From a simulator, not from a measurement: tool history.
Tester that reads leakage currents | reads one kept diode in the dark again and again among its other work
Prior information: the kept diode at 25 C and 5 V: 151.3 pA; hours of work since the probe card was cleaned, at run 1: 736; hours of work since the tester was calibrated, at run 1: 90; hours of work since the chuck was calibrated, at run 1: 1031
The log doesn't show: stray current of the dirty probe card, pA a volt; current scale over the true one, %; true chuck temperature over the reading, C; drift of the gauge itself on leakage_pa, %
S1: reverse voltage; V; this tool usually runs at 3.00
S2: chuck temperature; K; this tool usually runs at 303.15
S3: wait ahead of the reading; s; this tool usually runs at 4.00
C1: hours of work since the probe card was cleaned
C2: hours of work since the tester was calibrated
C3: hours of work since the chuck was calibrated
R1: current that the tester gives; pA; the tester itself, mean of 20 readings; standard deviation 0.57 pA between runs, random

{"run": 1, "hour": 0.0, "S1": 3.0, "S2": 303.15, "S3": 4.0, "C1": 736, "C2": 90, "C3": 1031, "R1": 189.78}
{"run": 2, "hour": 13.4, "S1": 3.0, "S2": 303.15, "S3": 4.0, "C1": 743, "C2": 97, "C3": 1038, "R1": 189.55}
{"run": 3, "hour": 35.4, "S1": 3.0, "S2": 321.15, "S3": 4.0, "C1": 754, "C2": 109, "C3": 1049, "R1": 733.98}
{"run": 4, "hour": 55.4, "S1": 3.0, "S2": 321.15, "S3": 4.0, "C1": 765, "C2": 120, "C3": 1060, "R1": 735.06}
{"run": 5, "hour": 83.4, "S1": 3.0, "S2": 303.15, "S3": 4.0, "C1": 780, "C2": 134, "C3": 1075, "R1": 188.05}
{"run": 6, "hour": 105.5, "S1": 3.0, "S2": 303.15, "S3": 4.0, "C1": 791, "C2": 146, "C3": 1087, "R1": 188.78}
{"run": 7, "hour": 135.6, "S1": 3.0, "S2": 303.15, "S3": 0.41, "C1": 807, "C2": 162, "C3": 1102, "R1": 189.82}
{"run": 8, "hour": 155.5, "S1": 3.0, "S2": 303.15, "S3": 4.0, "C1": 818, "C2": 173, "C3": 1113, "R1": 188.93}
{"run": 9, "hour": 171.8, "S1": 3.0, "S2": 303.15, "S3": 0.83, "C1": 826, "C2": 181, "C3": 1122, "R1": 189.24}
{"run": 10, "hour": 187.4, "S1": 3.0, "S2": 303.15, "S3": 0.83, "C1": 835, "C2": 189, "C3": 1130, "R1": 189.49}
{"run": 11, "hour": 210.8, "S1": 2.86, "S2": 303.15, "S3": 4.0, "C1": 847, "C2": 202, "C3": 1142, "R1": 185.59}
{"run": 12, "hour": 235.9, "S1": 1.28, "S2": 329.15, "S3": 1.12, "C1": 860, "C2": 215, "C3": 1156, "R1": 939.1}
{"run": 13, "hour": 252.0, "S1": 1.28, "S2": 311.15, "S3": 1.12, "C1": 869, "C2": 224, "C3": 1164, "R1": 259.19}
{"run": 14, "hour": 268.4, "S1": 6.29, "S2": 306.15, "S3": 4.0, "C1": 878, "C2": 232, "C3": 1173, "R1": 314.09}
{"run": 15, "hour": 282.6, "S1": 3.0, "S2": 310.15, "S3": 4.0, "C1": 885, "C2": 240, "C3": 1180, "R1": 326.46}
{"run": 16, "hour": 308.8, "S1": 3.0, "S2": 317.15, "S3": 1.32, "C1": 899, "C2": 254, "C3": 1194, "R1": 549.17}
{"run": 17, "hour": 330.5, "S1": 3.0, "S2": 312.15, "S3": 4.0, "C1": 910, "C2": 265, "C3": 1206, "R1": 380.75}
{"run": 18, "hour": 343.3, "S1": 3.0, "S2": 322.15, "S3": 1.68, "C1": 917, "C2": 272, "C3": 1212, "R1": 784.04}
{"run": 19, "hour": 370.5, "S1": 1.11, "S2": 303.15, "S3": 2.04, "C1": 932, "C2": 286, "C3": 1227, "R1": 131.14}
{"run": 20, "hour": 388.0, "S1": 1.11, "S2": 303.15, "S3": 2.04, "C1": 941, "C2": 296, "C3": 1236, "R1": 131.63}
{"run": 21, "hour": 413.3, "S1": 1.11, "S2": 303.15, "S3": 2.04, "C1": 954, "C2": 309, "C3": 1249, "R1": 131.32}

What if the next run were any one of these 5? Each begins from the tool's condition after run 21:
{"run": "A", "hour": 440.7, "S1": 11.75, "S2": 323.15, "S3": 3.97, "C1": 969, "C2": 323, "C3": 1264, "R1": "?"}
{"run": "B", "hour": 440.7, "S1": 18.38, "S2": 324.15, "S3": 1.53, "C1": 969, "C2": 323, "C3": 1264, "R1": "?"}
{"run": "C", "hour": 440.7, "S1": 1.11, "S2": 303.15, "S3": 2.51, "C1": 969, "C2": 323, "C3": 1264, "R1": "?"}
{"run": "D", "hour": 440.7, "S1": 2.89, "S2": 312.15, "S3": 4.0, "C1": 969, "C2": 323, "C3": 1264, "R1": "?"}
{"run": "E", "hour": 440.7, "S1": 1.71, "S2": 310.15, "S3": 6.25, "C1": 969, "C2": 323, "C3": 1264, "R1": "?"}

run=A R1=1389.51
run=B R1=1754.30
run=C R1=131.57
run=D R1=374.40
run=E R1=266.03
With no hidden state in the tool, these same runs would have given:
run=A R1=1387.64
run=B R1=1751.93
run=C R1=131.37
run=D R1=373.87
run=E R1=265.64
